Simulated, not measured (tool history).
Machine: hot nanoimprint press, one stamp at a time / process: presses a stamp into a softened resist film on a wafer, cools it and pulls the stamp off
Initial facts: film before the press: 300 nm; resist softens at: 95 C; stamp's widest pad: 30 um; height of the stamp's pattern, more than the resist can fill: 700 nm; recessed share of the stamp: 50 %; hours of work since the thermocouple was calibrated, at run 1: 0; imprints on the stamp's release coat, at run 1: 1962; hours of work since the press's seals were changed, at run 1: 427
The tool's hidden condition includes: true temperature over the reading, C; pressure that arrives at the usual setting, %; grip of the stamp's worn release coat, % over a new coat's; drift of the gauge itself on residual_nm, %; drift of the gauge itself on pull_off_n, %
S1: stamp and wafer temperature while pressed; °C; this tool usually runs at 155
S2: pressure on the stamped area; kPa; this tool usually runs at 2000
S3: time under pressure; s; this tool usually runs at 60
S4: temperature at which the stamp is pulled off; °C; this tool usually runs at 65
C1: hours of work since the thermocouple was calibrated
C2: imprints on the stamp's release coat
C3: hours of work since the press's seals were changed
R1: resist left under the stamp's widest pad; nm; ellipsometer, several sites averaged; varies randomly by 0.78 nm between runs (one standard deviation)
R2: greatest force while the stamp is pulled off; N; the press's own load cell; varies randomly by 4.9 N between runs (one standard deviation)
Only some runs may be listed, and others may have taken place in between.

Run 1, day 0.000: usual settings; C1 0; C2 1962; C3 427. Result: R1 148.8 nm, R2 329 N.
Run 2, day 1.025: usual settings but S4 59 °C; C1 18; C2 2072; C3 445. Result: R1 149.6 nm, R2 343 N.
Run 3, day 1.671: usual settings; C1 29; C2 2141; C3 456. Result: R1 149.2 nm, R2 344 N.
Run 4, day 2.317: usual settings; C1 40; C2 2210; C3 467. Result: R1 150.9 nm, R2 349 N.
Run 5, day 2.900: usual settings; C1 50; C2 2272; C3 477. Result: R1 149.4 nm, R2 343 N.
At day 3.208: stamp cleaned and given a new release coat.
Run 6, day 4.183: usual settings but S1 145 °C; C1 67; C2 104; C3 495. Result: R1 226.6 nm, R2 237 N.
Run 7, day 4.862: usual settings but S4 57 °C; C1 79; C2 177; C3 506. Result: R1 150.6 nm, R2 272 N.
Run 8, day 5.546: usual settings but S4 57 °C; C1 91; C2 250; C3 518. Result: R1 150.8 nm, R2 274 N.
Run 9, day 6.021: usual settings but S4 57 °C; C1 99; C2 301; C3 526. Result: R1 151.1 nm, R2 276 N.
Run 10, day 6.558: usual settings but S4 57 °C; C1 108; C2 358; C3 535. Result: R1 152.4 nm, R2 269 N.
Run 11, day 7.142: usual settings but S1 167 °C, S4 57 °C; C1 118; C2 421; C3 545. Result: R1 84.5 nm, R2 271 N.
Run 12, day 7.629: usual settings but S1 167 °C, S4 57 °C; C1 126; C2 473; C3 554. Result: R1 85.1 nm, R2 280 N.
Run 13, day 8.183: usual settings but S1 167 °C, S4 57 °C; C1 136; C2 532; C3 563. Result: R1 85.3 nm, R2 289 N.
Run 14, day 9.075: usual settings but S1 167 °C, S4 57 °C; C1 151; C2 628; C3 579. Result: R1 86.7 nm, R2 281 N.
Run 15, day 10.204: usual settings but S1 147 °C; C1 171; C2 749; C3 598. Result: R1 218.1 nm, R2 283 N.
Run 16, day 11.238: usual settings but S3 49 s, S4 60 °C; C1 188; C2 859; C3 616. Result: R1 167.2 nm, R2 291 N.
Run 17, day 12.383: usual settings but S1 163 °C, S3 46 s, S4 60 °C; C1 208; C2 982; C3 635. Result: R1 117.9 nm, R2 296 N.
At day 12.883: press's hydraulic seals changed and the load cell set to zero.
Run 18, day 13.796: usual settings but S1 163 °C, S3 46 s, S4 60 °C; C1 226; C2 1098; C3 16. Result: R1 115.4 nm, R2 307 N.
Run 19, day 14.679: usual settings but S1 163 °C, S3 46 s, S4 60 °C; C1 241; C2 1192; C3 31. Result: R1 116.0 nm, R2 305 N.
Run 20, day 15.450: usual settings but S1 163 °C, S2 1410 kPa, S3 46 s, S4 67 °C; C1 255; C2 1275; C3 44. Result: R1 136.1 nm, R2 291 N.
Run 21, day 16.138: usual settings but S1 150 °C, S2 1480 kPa; C1 266; C2 1349; C3 56. Result: R1 214.1 nm, R2 298 N.
Run 22, day 17.029: usual settings but S1 164 °C, S4 72 °C; C1 282; C2 1444; C3 71. Result: R1 100.4 nm, R2 298 N.
Run 23, day 18.029: usual settings but S2 1650 kPa, S3 66 s, S4 71 °C; C1 299; C2 1551; C3 88. Result: R1 164.6 nm, R2 290 N.
Run 24, day 19.121: usual settings but S1 149 °C, S3 93 s; C1 318; C2 1668; C3 107. Result: R1 180.9 nm, R2 313 N.
Run 25, day 19.929: usual settings but S2 3010 kPa, S4 52 °C; C1 331; C2 1754; C3 121. Result: R1 130.4 nm, R2 368 N.
At day 20.658: plate thermocouple calibrated.
Run 26, day 20.688: usual settings but S2 3010 kPa, S3 83 s, S4 52 °C; C1 1; C2 1823; C3 132. Result: R1 105.4 nm, R2 349 N.
Run 27, day 21.321: usual settings but S2 3010 kPa, S3 83 s, S4 52 °C; C1 11; C2 1890; C3 142. Result: R1 107.2 nm, R2 370 N.
Run 28, day 21.867: usual settings but S2 2810 kPa, S4 55 °C; C1 21; C2 1949; C3 152. Result: R1 125.1 nm, R2 358 N.
Run 29, day 22.750: usual settings but S1 161 °C, S2 1510 kPa, S3 106 s, S4 63 °C; C1 36; C2 2043; C3 167. Result: R1 101.4 nm, R2 337 N.

Some steps in R1 between neighbouring runs. How much of each would the tool show without its hidden state too (settings, what came in, random variation), and how much is left for the hidden state, with any gauge scatter that isn't in both results?
Run 14 -> 15: S1 167 -> 147, S4 57 -> 65. R1 +131.4 nm: hidden state +4.3, all else +127.1.
Run 21 -> 22: S1 150 -> 164, S2 1480 -> 2000, S4 65 -> 72. R1 -113.7 nm: hidden state -2.9, all else -110.8.
Run 25 -> 26: S3 60 -> 83, plate thermocouple calibrated. R1 -25.0 nm: hidden state -10.7, all else -14.3.

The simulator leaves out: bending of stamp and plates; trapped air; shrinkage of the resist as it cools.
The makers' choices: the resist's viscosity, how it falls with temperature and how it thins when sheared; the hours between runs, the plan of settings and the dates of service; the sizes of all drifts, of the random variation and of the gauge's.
